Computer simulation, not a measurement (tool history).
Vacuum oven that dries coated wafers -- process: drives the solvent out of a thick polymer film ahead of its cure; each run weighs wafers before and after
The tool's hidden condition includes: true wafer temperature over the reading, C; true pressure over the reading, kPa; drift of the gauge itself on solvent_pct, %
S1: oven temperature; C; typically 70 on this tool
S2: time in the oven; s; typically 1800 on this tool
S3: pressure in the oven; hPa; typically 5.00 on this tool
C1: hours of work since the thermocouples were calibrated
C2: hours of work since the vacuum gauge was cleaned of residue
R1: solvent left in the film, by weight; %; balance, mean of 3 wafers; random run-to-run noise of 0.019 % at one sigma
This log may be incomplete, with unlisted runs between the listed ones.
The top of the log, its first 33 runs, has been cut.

run    hour  S1    S2     S3   C1    C2     R1
 34  1733.8  59  1380   5.54  387  3100   9.25
     1760.4  -- vacuum gauge cleaned of residue and calibrated
 35  1772.9  59  1380   5.54  410     8   9.29
 36  1832.7  56  1080   2.56  447    45  11.44
 37  1908.4  56  1080   2.56  494    92  11.48
 38  1981.6  56  1080   2.56  540   138  11.46
 39  2061.5  74  1260   3.06  590   187   5.04
 40  2143.3  60  1260  10.40  640   238   9.73
 41  2225.5  63  1560   3.28  692   289   7.10

Forecast each of these 5 alternatives for the next run:
  A  2260.9  63  2160  3.28  714  312   ?
  B  2260.9  60  2280  5.00  714  312   ?
  C  2260.9  77   960  3.28  714  312   ?
  D  2260.9  75  2220  4.33  714  312   ?
  E  2260.9  63   900  4.32  714  312   ?

run     R1
  A   4.98
  B   5.66
  C   5.94
  D   1.79
  E  10.61
Take away the tool's hidden state, keep each run's random variation, and the runs would have read:
run     R1
  A   4.98
  B   5.66
  C   5.94
  D   1.79
  E  10.61
